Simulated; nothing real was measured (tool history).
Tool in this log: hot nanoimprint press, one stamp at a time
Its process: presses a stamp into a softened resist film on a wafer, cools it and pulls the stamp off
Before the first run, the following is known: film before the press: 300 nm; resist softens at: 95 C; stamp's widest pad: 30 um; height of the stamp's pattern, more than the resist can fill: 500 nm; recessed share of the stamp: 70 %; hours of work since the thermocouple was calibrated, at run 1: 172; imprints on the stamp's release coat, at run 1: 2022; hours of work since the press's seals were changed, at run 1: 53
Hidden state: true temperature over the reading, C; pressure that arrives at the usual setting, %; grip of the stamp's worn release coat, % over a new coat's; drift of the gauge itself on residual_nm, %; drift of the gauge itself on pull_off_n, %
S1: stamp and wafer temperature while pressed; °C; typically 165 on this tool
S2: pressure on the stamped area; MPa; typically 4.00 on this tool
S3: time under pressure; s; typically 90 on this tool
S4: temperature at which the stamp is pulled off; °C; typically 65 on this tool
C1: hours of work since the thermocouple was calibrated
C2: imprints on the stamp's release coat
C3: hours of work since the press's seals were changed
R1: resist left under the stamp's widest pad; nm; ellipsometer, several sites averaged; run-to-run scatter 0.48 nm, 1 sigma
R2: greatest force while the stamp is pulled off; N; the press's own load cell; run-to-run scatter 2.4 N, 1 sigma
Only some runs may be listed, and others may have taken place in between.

Run 1, hour 0.0: usual settings; C1 172; C2 2022; C3 53. Result: R1 178.9 nm, R2 105 N.
At hour 23.8: stamp cleaned and given a new release coat.
Run 2, hour 23.8: usual settings; C1 184; C2 0; C3 64. Result: R1 179.1 nm, R2 112 N.
Run 3, hour 41.8: usual settings; C1 195; C2 70; C3 76. Result: R1 178.6 nm, R2 110 N.
Run 4, hour 52.4: usual settings but S1 163 °C; C1 202; C2 111; C3 83. Result: R1 192.2 nm, R2 105 N.
Run 5, hour 66.9: usual settings; C1 212; C2 168; C3 92. Result: R1 179.2 nm, R2 106 N.
Run 6, hour 88.8: usual settings; C1 226; C2 253; C3 106. Result: R1 178.6 nm, R2 109 N.
Run 7, hour 99.1: usual settings; C1 232; C2 294; C3 113. Result: R1 178.1 nm, R2 104 N.
Run 8, hour 116.5: usual settings but S3 49 s; C1 244; C2 362; C3 124. Result: R1 208.9 nm, R2 108 N.
At hour 134.7: plate thermocouple calibrated.
Run 9, hour 138.1: usual settings but S3 97 s; C1 2; C2 434; C3 136. Result: R1 173.7 nm, R2 106 N.
Run 10, hour 148.9: usual settings; C1 9; C2 476; C3 143. Result: R1 178.7 nm, R2 108 N.
Run 11, hour 159.0: usual settings; C1 16; C2 516; C3 150. Result: R1 179.0 nm, R2 111 N.
Run 12, hour 180.2: usual settings but S3 53 s; C1 29; C2 598; C3 163. Result: R1 205.0 nm, R2 106 N.
Run 13, hour 195.5: usual settings but S3 53 s; C1 39; C2 658; C3 173. Result: R1 203.9 nm, R2 107 N.
Run 14, hour 206.9: usual settings but S3 53 s; C1 47; C2 702; C3 180. Result: R1 204.9 nm, R2 109 N.
Run 15, hour 218.7: usual settings but S3 53 s; C1 54; C2 748; C3 188. Result: R1 204.9 nm, R2 105 N.
Run 16, hour 228.2: usual settings but S3 53 s, S4 58 °C; C1 60; C2 785; C3 194. Result: R1 204.1 nm, R2 122 N.
Run 17, hour 239.1: usual settings but S1 156 °C, S2 6.03 MPa, S3 53 s, S4 53 °C; C1 67; C2 828; C3 201. Result: R1 228.5 nm, R2 130 N.
Run 18, hour 258.5: usual settings but S2 3.30 MPa, S3 86 s; C1 80; C2 904; C3 214. Result: R1 196.0 nm, R2 106 N.
Run 19, hour 268.6: usual settings but S2 3.30 MPa, S3 86 s; C1 86; C2 943; C3 220. Result: R1 193.9 nm, R2 108 N.
Run 20, hour 278.6: usual settings but S2 3.30 MPa, S3 86 s; C1 93; C2 982; C3 227. Result: R1 194.2 nm, R2 108 N.
Run 21, hour 301.3: usual settings but S2 3.30 MPa, S3 86 s; C1 108; C2 1071; C3 241. Result: R1 194.4 nm, R2 107 N.
At hour 305.6: gauge calibrated.
Run 22, hour 317.8: usual settings but S1 161 °C, S2 3.51 MPa; C1 118; C2 1135; C3 252. Result: R1 215.4 nm, R2 104 N.
Run 23, hour 328.4: usual settings but S1 161 °C, S2 3.51 MPa; C1 125; C2 1177; C3 259. Result: R1 214.1 nm, R2 106 N.
Run 24, hour 350.8: usual settings but S1 175 °C, S2 4.72 MPa, S3 162 s, S4 61 °C; C1 140; C2 1264; C3 273. Result: R1 93.1 nm, R2 118 N.
Run 25, hour 360.4: usual settings but S1 175 °C, S2 4.72 MPa, S3 162 s, S4 61 °C; C1 146; C2 1301; C3 280. Result: R1 93.3 nm, R2 118 N.
Run 26, hour 380.2: usual settings but S1 156 °C, S2 2.45 MPa, S4 72 °C; C1 159; C2 1378; C3 292. Result: R1 262.0 nm, R2 98 N.
Run 27, hour 392.6: usual settings but S1 161 °C, S2 2.45 MPa, S4 72 °C; C1 167; C2 1427; C3 300. Result: R1 237.9 nm, R2 96 N.
Run 28, hour 409.0: usual settings but S1 158 °C, S2 2.88 MPa, S4 72 °C; C1 177; C2 1491; C3 311. Result: R1 243.7 nm, R2 96 N.
Run 29, hour 424.7: usual settings but S1 158 °C, S2 6.32 MPa, S3 66 s, S4 72 °C; C1 187; C2 1552; C3 321. Result: R1 203.2 nm, R2 96 N.

Predict each of these 5 candidate next runs independently; none follows another, all start after run 29:
Run A, hour 441.4: usual settings but S1 158 °C, S2 2.79 MPa, S3 66 s, S4 72 °C; C1 198; C2 1617; C3 332. Result: R1 ?, R2 ?.
Run B, hour 441.4: usual settings but S1 160 °C, S2 6.32 MPa, S3 53 s, S4 64 °C; C1 198; C2 1617; C3 332. Result: R1 ?, R2 ?.
Run C, hour 441.4: usual settings but S2 5.87 MPa, S3 97 s, S4 69 °C; C1 198; C2 1617; C3 332. Result: R1 ?, R2 ?.
Run D, hour 441.4: usual settings but S1 158 °C, S2 5.15 MPa, S3 66 s, S4 72 °C; C1 198; C2 1617; C3 332. Result: R1 ?, R2 ?.
Run E, hour 441.4: usual settings but S4 67 °C; C1 198; C2 1617; C3 332. Result: R1 ?, R2 ?.

run     R1   R2
  A  254.7   96
  B  201.7  112
  C  145.5  100
  D  218.0   93
  E  178.7  101
With the hidden condition removed and each run's random variation left untouched, the same runs would have given:
run     R1   R2
  A  256.4   95
  B  203.0  111
  C  146.5   99
  D  219.4   92
  E  179.9  101
